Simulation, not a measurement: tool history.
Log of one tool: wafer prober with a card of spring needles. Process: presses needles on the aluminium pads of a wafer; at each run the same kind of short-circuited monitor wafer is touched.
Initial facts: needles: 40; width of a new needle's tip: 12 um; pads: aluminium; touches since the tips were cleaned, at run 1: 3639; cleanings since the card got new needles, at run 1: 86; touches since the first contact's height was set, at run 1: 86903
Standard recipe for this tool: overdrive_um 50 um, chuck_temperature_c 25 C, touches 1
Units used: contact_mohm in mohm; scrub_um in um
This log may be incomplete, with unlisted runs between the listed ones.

run,day,overdrive_um,chuck_temperature_c,touches,touches since the tips were cleaned,cleanings since the card got new needles,touches since the first contact's height was set,contact_mohm,scrub_um
1,0.000,50,25,1,3639,86,86903,227,10.96
# day 0.221: tips cleaned on abrasive film
# day 1.233: tips cleaned on abrasive film
2,1.854,50,25,1,3011,88,95824,218,10.91
# day 2.204: tips cleaned on abrasive film
# day 3.117: tips cleaned on abrasive film
# day 4.092: tips cleaned on abrasive film
3,4.408,50,25,1,1527,91,108097,202,10.71
# day 5.004: tips cleaned on abrasive film
4,5.504,50,25,1,2415,92,113377,217,10.88
# day 5.875: tips cleaned on abrasive film
# day 6.946: tips cleaned on abrasive film
5,7.654,50,25,1,3416,94,123725,221,10.83
# day 8.008: tips cleaned on abrasive film
# day 8.892: tips cleaned on abrasive film
6,9.438,50,25,2,2652,96,132304,203,10.72
# day 9.862: tips cleaned on abrasive film
# day 10.792: tips cleaned on abrasive film
# day 11.712: tips cleaned on abrasive film
7,12.096,50,25,2,1861,99,145085,200,10.73
# day 12.729: tips cleaned on abrasive film
# day 13.604: tips cleaned on abrasive film
8,14.229,50,49,1,3029,101,155358,225,10.66
# day 14.550: tips cleaned on abrasive film
# day 15.562: tips cleaned on abrasive film
9,16.217,50,49,1,3167,103,164917,229,10.63
# day 16.438: tips cleaned on abrasive film
# day 17.438: tips cleaned on abrasive film
# day 17.450: height of the first contact set anew
# day 18.396: tips cleaned on abrasive film
10,18.783,50,104,1,1888,106,6424,226,11.30
# day 19.317: tips cleaned on abrasive film
# day 20.379: tips cleaned on abrasive film
11,21.029,50,104,2,3133,108,17222,221,11.30
# day 21.329: tips cleaned on abrasive film
# day 22.346: tips cleaned on abrasive film
12,22.583,46,49,1,1140,110,24690,209,10.25
# day 23.321: tips cleaned on abrasive film
13,24.025,39,57,1,3389,111,31636,263,8.70

Forecast run 14:
# day 24.196: tips cleaned on abrasive film
# day 25.162: tips cleaned on abrasive film
# day 26.046: tips cleaned on abrasive film
14,26.658,31,28,1,2953,114,44297,?,?

{"run 14": {"contact_mohm": 290, "scrub_um": 6.74}}
With the hidden condition absent and the run-to-run variation left alone, this run would have shown contact_mohm 186 mohm, scrub_um 6.92 um.
